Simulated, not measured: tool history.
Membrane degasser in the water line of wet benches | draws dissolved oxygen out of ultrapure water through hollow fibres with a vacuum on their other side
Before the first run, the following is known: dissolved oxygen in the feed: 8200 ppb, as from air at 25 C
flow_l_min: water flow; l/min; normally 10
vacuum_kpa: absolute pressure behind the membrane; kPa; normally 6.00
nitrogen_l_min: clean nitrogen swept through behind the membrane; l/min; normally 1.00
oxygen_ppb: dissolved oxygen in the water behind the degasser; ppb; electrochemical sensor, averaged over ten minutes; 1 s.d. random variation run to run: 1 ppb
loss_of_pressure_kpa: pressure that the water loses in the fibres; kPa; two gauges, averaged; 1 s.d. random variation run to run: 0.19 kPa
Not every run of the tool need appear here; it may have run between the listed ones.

run     day  flow_l_min  vacuum_kpa  nitrogen_l_min  oxygen_ppb  loss_of_pressure_kpa
  1   0.000          10        6.00            1.00       104.6                 40.03
  2   4.896          10        6.00            1.00       103.6                 39.51
  3   8.062          10        3.79            1.00        51.3                 39.82
  4  12.617          10        6.00            1.00       103.5                 39.95
  5  15.242          10        6.79            1.00       121.7                 39.82
  6  18.738           8        6.79            1.00        95.2                 31.96
  7  23.304           8        6.79            1.00        95.9                 32.08
  8  28.333          10        6.00            0.56       153.3                 40.29
  9  32.288          10        6.00            0.56       157.9                 40.15
 10  37.367          10        6.00            0.66       135.2                 39.78
 11  40.588          10        6.60            1.00       119.0                 40.44
 12  44.654          10        6.60            1.00       119.8                 40.04
 13  49.812          10        6.60            1.00       119.6                 40.14
 14  53.579          10        6.60            1.00       120.0                 40.01
 15  57.458          10        6.60            1.00       120.5                 40.04
 16  61.508          12       12.62            0.49       544.6                 47.86
 17  65.067           9        6.00            1.00        93.5                 36.16
 18  69.588           9       10.40            0.57       292.2                 36.27
 19  73.546          10        6.00            0.65       143.2                 40.09
 20  78.517          12        8.39            1.71       144.1                 48.50
 21  82.721          12        8.39            1.71       141.3                 48.39
 22  85.117          10       13.80            0.58       449.5                 40.51
 23  88.967          13        5.09            2.00        93.9                 52.42
 24  91.592          11        8.78            0.71       246.8                 44.60
 25  96.217          10       11.87            1.21       211.1                 40.17

Branching from run 25: 5 alternative next runs. What would each branch give?
  A  100.688          10       11.87            0.53           ?                     ?
  B  100.688          10        7.64            0.47           ?                     ?
  C  100.688           8        9.25            0.40           ?                     ?
  D  100.688          10       13.99            1.00           ?                     ?
  E  100.688          10        8.72            1.00           ?                     ?

run  oxygen_ppb  loss_of_pressure_kpa
  A       400.7                 40.50
  B       255.7                 40.16
  C       300.6                 32.08
  D       295.9                 40.58
  E       174.0                 40.53
Take away the tool's hidden state, keep each run's random variation, and the runs would have read:
run  oxygen_ppb  loss_of_pressure_kpa
  A       381.0                 39.10
  B       235.8                 38.77
  C       282.2                 30.96
  D       280.3                 39.18
  E       159.8                 39.14
